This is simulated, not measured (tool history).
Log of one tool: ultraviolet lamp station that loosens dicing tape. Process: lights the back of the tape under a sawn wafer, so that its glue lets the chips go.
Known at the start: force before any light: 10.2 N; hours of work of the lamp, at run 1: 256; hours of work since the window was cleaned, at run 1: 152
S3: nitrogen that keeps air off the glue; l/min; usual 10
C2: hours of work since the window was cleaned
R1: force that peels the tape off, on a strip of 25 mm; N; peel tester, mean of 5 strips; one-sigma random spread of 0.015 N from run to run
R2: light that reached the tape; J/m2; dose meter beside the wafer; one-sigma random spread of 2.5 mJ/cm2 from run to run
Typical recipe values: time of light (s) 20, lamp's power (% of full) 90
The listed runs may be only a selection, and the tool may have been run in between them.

{"run": 1, "hour": 0.0, "time of light (s)": 20, "lamp's power (% of full)": 90, "S3": 10, "hours of work of the lamp": 256, "C2": 152, "R1": 0.982, "R2": 2720}
{"run": 2, "hour": 10.6, "time of light (s)": 20, "lamp's power (% of full)": 90, "S3": 10, "hours of work of the lamp": 263, "C2": 159, "R1": 0.972, "R2": 2690}
{"run": 3, "hour": 16.7, "time of light (s)": 20, "lamp's power (% of full)": 90, "S3": 10, "hours of work of the lamp": 267, "C2": 163, "R1": 1, "R2": 2710}
{"run": 4, "hour": 27.3, "time of light (s)": 20, "lamp's power (% of full)": 90, "S3": 10, "hours of work of the lamp": 274, "C2": 170, "R1": 1.007, "R2": 2680}
{"run": 5, "hour": 34.2, "time of light (s)": 20, "lamp's power (% of full)": 90, "S3": 10, "hours of work of the lamp": 279, "C2": 175, "R1": 1.067, "R2": 2680}
{"run": 6, "hour": 41.2, "time of light (s)": 20, "lamp's power (% of full)": 90, "S3": 10, "hours of work of the lamp": 283, "C2": 179, "R1": 1.036, "R2": 2700}
{"run": 7, "hour": 46.4, "time of light (s)": 20, "lamp's power (% of full)": 90, "S3": 10, "hours of work of the lamp": 287, "C2": 183, "R1": 1.054, "R2": 2650}
{"run": 8, "hour": 57.0, "time of light (s)": 20, "lamp's power (% of full)": 67, "S3": 10, "hours of work of the lamp": 294, "C2": 190, "R1": 1.763, "R2": 1970}
{"run": 9, "hour": 61.8, "time of light (s)": 12, "lamp's power (% of full)": 67, "S3": 10, "hours of work of the lamp": 297, "C2": 193, "R1": 3.571, "R2": 1180}
{"run": 10, "hour": 68.1, "time of light (s)": 37, "lamp's power (% of full)": 90, "S3": 10, "hours of work of the lamp": 301, "C2": 197, "R1": 0.318, "R2": 4900}
{"run": 11, "hour": 78.6, "time of light (s)": 20, "lamp's power (% of full)": 66, "S3": 10, "hours of work of the lamp": 308, "C2": 204, "R1": 1.865, "R2": 1910}
{"run": 12, "hour": 85.9, "time of light (s)": 14, "lamp's power (% of full)": 81, "S3": 16, "hours of work of the lamp": 313, "C2": 209, "R1": 1.852, "R2": 1640}
{"run": 13, "hour": 92.2, "time of light (s)": 14, "lamp's power (% of full)": 81, "S3": 16, "hours of work of the lamp": 317, "C2": 213, "R1": 1.804, "R2": 1610}
{"run": 14, "hour": 101.4, "time of light (s)": 14, "lamp's power (% of full)": 81, "S3": 16, "hours of work of the lamp": 323, "C2": 219, "R1": 1.864, "R2": 1600}
{"run": 15, "hour": 109.3, "time of light (s)": 21, "lamp's power (% of full)": 84, "S3": 10, "hours of work of the lamp": 328, "C2": 224, "R1": 1.186, "R2": 2580}
{"run": 16, "hour": 116.3, "time of light (s)": 21, "lamp's power (% of full)": 84, "S3": 10, "hours of work of the lamp": 333, "C2": 229, "R1": 1.128, "R2": 2520}
{"run": 17, "hour": 123.8, "time of light (s)": 21, "lamp's power (% of full)": 84, "S3": 10, "hours of work of the lamp": 338, "C2": 234, "R1": 1.116, "R2": 2540}
{"run": 18, "hour": 133.9, "time of light (s)": 20, "lamp's power (% of full)": 90, "S3": 10, "hours of work of the lamp": 345, "C2": 240, "R1": 1.092, "R2": 2530}
{"run": 19, "hour": 138.7, "time of light (s)": 20, "lamp's power (% of full)": 86, "S3": 4, "hours of work of the lamp": 348, "C2": 244, "R1": 2.318, "R2": 2460}
{"run": 20, "hour": 144.2, "time of light (s)": 28, "lamp's power (% of full)": 84, "S3": 7, "hours of work of the lamp": 351, "C2": 247, "R1": 0.884, "R2": 3320}
{"run": 21, "hour": 152.9, "time of light (s)": 23, "lamp's power (% of full)": 82, "S3": 4, "hours of work of the lamp": 357, "C2": 253, "R1": 1.984, "R2": 2670}

Alternative continuations, all from the tool just after run 21; predict every row:
{"run": "A", "hour": 163.2, "time of light (s)": 30, "lamp's power (% of full)": 72, "S3": 18, "hours of work of the lamp": 364, "C2": 260, "R1": "?", "R2": "?"}
{"run": "B", "hour": 163.2, "time of light (s)": 19, "lamp's power (% of full)": 85, "S3": 4, "hours of work of the lamp": 364, "C2": 260, "R1": "?", "R2": "?"}
{"run": "C", "hour": 163.2, "time of light (s)": 12, "lamp's power (% of full)": 82, "S3": 4, "hours of work of the lamp": 364, "C2": 260, "R1": "?", "R2": "?"}
{"run": "D", "hour": 163.2, "time of light (s)": 18, "lamp's power (% of full)": 82, "S3": 4, "hours of work of the lamp": 364, "C2": 260, "R1": "?", "R2": "?"}

run=A R1=0.522 R2=3060
run=B R1=2.559 R2=2300
run=C R1=4.338 R2=1410
run=D R1=2.872 R2=2060
Stripped of hidden state, with their random variation kept, the same runs would have yielded:
run=A R1=0.344 R2=3830
run=B R1=1.832 R2=2880
run=C R1=3.507 R2=1760
run=D R1=2.111 R2=2590
